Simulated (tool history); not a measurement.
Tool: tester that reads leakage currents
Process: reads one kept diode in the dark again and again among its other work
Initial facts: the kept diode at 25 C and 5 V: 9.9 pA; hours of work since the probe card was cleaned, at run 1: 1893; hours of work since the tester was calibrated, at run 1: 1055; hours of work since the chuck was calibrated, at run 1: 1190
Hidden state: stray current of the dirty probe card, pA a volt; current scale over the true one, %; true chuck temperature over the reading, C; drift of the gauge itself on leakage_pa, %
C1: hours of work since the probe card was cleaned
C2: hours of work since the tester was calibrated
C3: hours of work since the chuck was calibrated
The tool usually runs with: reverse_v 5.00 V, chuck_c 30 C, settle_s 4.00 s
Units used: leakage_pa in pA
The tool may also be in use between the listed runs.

{"run": 1, "day": 0.0, "reverse_v": 5.0, "chuck_c": 30, "settle_s": 4.0, "C1": 1893, "C2": 1055, "C3": 1190, "leakage_pa": 24.66}
{"run": 2, "day": 3.262, "reverse_v": 5.0, "chuck_c": 30, "settle_s": 0.31, "C1": 1950, "C2": 1112, "C3": 1246, "leakage_pa": 30.43}
{"run": 3, "day": 8.696, "reverse_v": 4.48, "chuck_c": 30, "settle_s": 0.31, "C1": 2044, "C2": 1206, "C3": 1341, "leakage_pa": 28.4}
{"run": 4, "day": 14.038, "reverse_v": 4.48, "chuck_c": 30, "settle_s": 0.31, "C1": 2137, "C2": 1299, "C3": 1433, "leakage_pa": 28.72}
{"run": 5, "day": 18.196, "reverse_v": 4.48, "chuck_c": 30, "settle_s": 0.31, "C1": 2209, "C2": 1371, "C3": 1505, "leakage_pa": 29.29}
{"run": 6, "day": 22.192, "reverse_v": 5.0, "chuck_c": 30, "settle_s": 4.0, "C1": 2278, "C2": 1440, "C3": 1575, "leakage_pa": 26.76}
{"run": 7, "day": 26.946, "reverse_v": 5.0, "chuck_c": 30, "settle_s": 4.0, "C1": 2361, "C2": 1523, "C3": 1657, "leakage_pa": 27.21}
{"run": 8, "day": 30.233, "reverse_v": 5.0, "chuck_c": 30, "settle_s": 4.0, "C1": 2418, "C2": 1580, "C3": 1714, "leakage_pa": 27.68}
{"run": 9, "day": 33.004, "reverse_v": 5.0, "chuck_c": 33, "settle_s": 4.0, "C1": 2466, "C2": 1628, "C3": 1762, "leakage_pa": 32.26}
{"run": 10, "day": 37.583, "reverse_v": 5.0, "chuck_c": 33, "settle_s": 4.0, "C1": 2545, "C2": 1708, "C3": 1842, "leakage_pa": 32.59}
{"day": 39.75, "done": "chuck's temperature calibrated"}
{"run": 11, "day": 43.279, "reverse_v": 6.68, "chuck_c": 30, "settle_s": 0.33, "C1": 2643, "C2": 1805, "C3": 61, "leakage_pa": 39.03}
{"run": 12, "day": 47.254, "reverse_v": 4.68, "chuck_c": 42, "settle_s": 9.35, "C1": 2712, "C2": 1874, "C3": 130, "leakage_pa": 45.43}
{"day": 47.758, "done": "tester calibrated"}
{"run": 13, "day": 50.446, "reverse_v": 4.68, "chuck_c": 42, "settle_s": 9.35, "C1": 2766, "C2": 47, "C3": 184, "leakage_pa": 45.75}
{"run": 14, "day": 54.796, "reverse_v": 3.77, "chuck_c": 25, "settle_s": 5.38, "C1": 2841, "C2": 122, "C3": 260, "leakage_pa": 17.45}
{"run": 15, "day": 59.058, "reverse_v": 2.13, "chuck_c": 33, "settle_s": 4.0, "C1": 2915, "C2": 196, "C3": 334, "leakage_pa": 16.68}
{"run": 16, "day": 61.908, "reverse_v": 4.39, "chuck_c": 30, "settle_s": 4.0, "C1": 2965, "C2": 246, "C3": 383, "leakage_pa": 24.8}
{"run": 17, "day": 66.85, "reverse_v": 5.14, "chuck_c": 53, "settle_s": 5.5, "C1": 3050, "C2": 331, "C3": 469, "leakage_pa": 94.64}
{"day": 67.55, "done": "probe card cleaned and baked"}
{"run": 18, "day": 72.088, "reverse_v": 1.89, "chuck_c": 42, "settle_s": 0.58, "C1": 79, "C2": 420, "C3": 558, "leakage_pa": 22.53}
{"run": 19, "day": 76.317, "reverse_v": 1.89, "chuck_c": 42, "settle_s": 0.58, "C1": 152, "C2": 493, "C3": 631, "leakage_pa": 22.91}
{"day": 76.696, "done": "tester calibrated, once more"}
{"run": 20, "day": 78.8, "reverse_v": 3.25, "chuck_c": 22, "settle_s": 0.58, "C1": 194, "C2": 36, "C3": 673, "leakage_pa": 9.21}

Across each entry between runs, compare the hidden state at the last listed run before it with the hidden state at the first listed run after it:
Runs 10 to 11: chuck's temperature calibrated (day 39.750)
  stray current of the dirty probe card, pA a volt: 2.02 -> 2.096; current scale over the true one, %: -0.06 -> -0.08; true chuck temperature over the reading, C: 2.37 -> 0.16
  measured less the result without the state, leakage_pa: +13.60 -> +14.04 pA
Runs 12 to 13: tester calibrated (day 47.758)
  stray current of the dirty probe card, pA a volt: 2.145 -> 2.185; current scale over the true one, %: -0.09 -> -0.14; true chuck temperature over the reading, C: 0.24 -> 0.32
  measured less the result without the state, leakage_pa: +10.53 -> +10.87 pA
Runs 17 to 18: probe card cleaned and baked (day 67.550)
  stray current of the dirty probe card, pA a volt: 2.401 -> 0.089; current scale over the true one, %: -0.18 -> -0.2; true chuck temperature over the reading, C: 0.69 -> 0.81
  measured less the result without the state, leakage_pa: +15.77 -> +1.28 pA
Runs 19 to 20: tester calibrated, once more (day 76.696)
  stray current of the dirty probe card, pA a volt: 0.148 -> 0.184; current scale over the true one, %: -0.21 -> -0.01; true chuck temperature over the reading, C: 0.9 -> 0.96
  measured less the result without the state, leakage_pa: +1.53 -> +1.02 pA
